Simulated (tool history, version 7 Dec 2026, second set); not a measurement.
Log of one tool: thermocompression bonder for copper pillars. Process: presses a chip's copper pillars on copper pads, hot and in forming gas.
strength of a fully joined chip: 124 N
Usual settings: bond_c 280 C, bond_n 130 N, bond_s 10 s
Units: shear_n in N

run   hour  bond_c  bond_n  bond_s  shear_n
  1      0     280     130      10     81.4
  2   13.5     280     130      10     81.6
  3   23.8     280     130      10     81.9
  4   32.5     280     130      10     82.2
  5   43.1     280     130      10       82
  6   55.4     280     130      10     82.7
  7   67.4     280     130      10     82.4
  8   73.7     280     130      10       83
  9   80.6     280     130      10     81.9
 10   93.5     280     130      10     81.2
 11  107.5     280     130      10     82.3
 12  120.6     277     130      10     80.1
 13  127.3     277     130      10     79.4
 14  140.5     259     130      10     63.7
 15  150.4     259     130      27     86.9
 16  164.1     259     130      27     86.8
 17  174.9     259     110      27     79.9
 18  181.5     307     130      10    103.2
 19  187.4     307     130      10    105.4
 20  200.9     307     130      10    103.8
 21  212.9     309     160       7    105.3
 22  219.7     253      81      10     42.8
 23  234.1     292     105      10     84.9
 24  246.1     292     105      10     84.7
 25  255.3     301     105      10     93.2
 26    262     252     105      10     50.6
 27  270.7     283     181       8     94.4
 28  282.3     280     142      28    108.8
 29  292.3     280      93      28     93.5
 30  298.5     280     130      19     98.3
 31  308.3     306     147      14    113.6
 32  316.7     306     147      14    114.2
 33  331.1     306     147      10    108.9
 34  339.1     306     117      25      116
 35    350     306     117      25    116.5

Forecast each of these 5 alternatives for the next run:
     351.1  -- gauge calibrated
  A  362.6     263     130      17        ?
     351.1  -- gauge calibrated
  B  362.6     271      83      26        ?
     351.1  -- gauge calibrated
  C  362.6     306     131      25        ?
     351.1  -- gauge calibrated
  D  362.6     271     117       6        ?
     351.1  -- gauge calibrated
  E  362.6     280     135      10        ?

run  shear_n
  A       79
  B     77.7
  C    115.5
  D     58.2
  E     83.4
Without the tool's hidden state the same runs would have given:
run  shear_n
  A       79
  B     77.7
  C    115.6
  D     58.2
  E     83.4
